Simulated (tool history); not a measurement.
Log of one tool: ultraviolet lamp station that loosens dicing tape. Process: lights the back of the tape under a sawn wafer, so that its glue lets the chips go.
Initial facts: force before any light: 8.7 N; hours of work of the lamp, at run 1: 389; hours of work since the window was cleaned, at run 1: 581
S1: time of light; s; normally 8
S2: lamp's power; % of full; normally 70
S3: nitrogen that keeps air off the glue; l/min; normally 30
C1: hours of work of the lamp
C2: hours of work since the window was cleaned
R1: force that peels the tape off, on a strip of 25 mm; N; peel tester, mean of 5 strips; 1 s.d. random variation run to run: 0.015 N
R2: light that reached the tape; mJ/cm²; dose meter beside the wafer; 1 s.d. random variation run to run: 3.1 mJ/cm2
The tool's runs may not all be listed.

Run 1, day 0.000: usual settings; C1 389; C2 581. Result: R1 1.229 N, R2 366 mJ/cm².
Run 2, day 0.746: usual settings but S2 67 % of full; C1 398; C2 590. Result: R1 1.307 N, R2 351 mJ/cm².
Run 3, day 1.562: usual settings but S2 72 % of full; C1 408; C2 600. Result: R1 1.147 N, R2 374 mJ/cm².
Run 4, day 2.200: usual settings; C1 415; C2 607. Result: R1 1.236 N, R2 363 mJ/cm².
Run 5, day 2.775: usual settings; C1 422; C2 614. Result: R1 1.247 N, R2 358 mJ/cm².
Run 6, day 3.346: usual settings; C1 429; C2 621. Result: R1 1.214 N, R2 359 mJ/cm².
Run 7, day 4.046: usual settings; C1 438; C2 630. Result: R1 1.194 N, R2 361 mJ/cm².
Run 8, day 4.583: usual settings; C1 444; C2 636. Result: R1 1.251 N, R2 353 mJ/cm².
At day 4.812: window cleaned of glue's vapour.
Run 9, day 5.079: usual settings but S2 98 % of full; C1 450; C2 3. Result: R1 0.686 N, R2 478 mJ/cm².
Run 10, day 5.854: usual settings but S2 98 % of full; C1 459; C2 12. Result: R1 0.682 N, R2 477 mJ/cm².
Run 11, day 6.688: usual settings but S1 12 s, S2 89 % of full; C1 469; C2 22. Result: R1 0.318 N, R2 649 mJ/cm².
Run 12, day 7.075: usual settings but S1 12 s, S2 89 % of full; C1 474; C2 27. Result: R1 0.317 N, R2 641 mJ/cm².
At day 7.388: window cleaned of glue's vapour, once more.
Run 13, day 7.775: usual settings but S1 12 s, S2 89 % of full; C1 482; C2 5. Result: R1 0.222 N, R2 755 mJ/cm².
Run 14, day 8.321: usual settings but S2 62 % of full, S3 17 l/min; C1 488; C2 11. Result: R1 1.906 N, R2 355 mJ/cm².
Run 15, day 9.054: usual settings but S1 11 s, S2 92 % of full, S3 16 l/min; C1 497; C2 20. Result: R1 0.455 N, R2 714 mJ/cm².

Each row is a separate what-if for the run after 15, all from the same tool condition, not one after another. Results?
Run A, day 9.492: usual settings but S1 7 s, S2 61 % of full, S3 57 l/min; C1 502; C2 25. Result: R1 ?, R2 ?.
Run B, day 9.492: usual settings but S1 13 s, S3 10 l/min; C1 502; C2 25. Result: R1 ?, R2 ?.
Run C, day 9.492: usual settings but S1 6 s, S3 40 l/min; C1 502; C2 25. Result: R1 ?, R2 ?.
Run D, day 9.492: usual settings but S1 6 s, S3 19 l/min; C1 502; C2 25. Result: R1 ?, R2 ?.

run     R1   R2
  A  1.206  300
  B  0.893  636
  C  1.514  295
  D  2.174  289
Take away the tool's hidden state, keep each run's random variation, and the runs would have read:
run     R1   R2
  A  0.847  356
  B  0.605  755
  C  1.102  350
  D  1.687  345
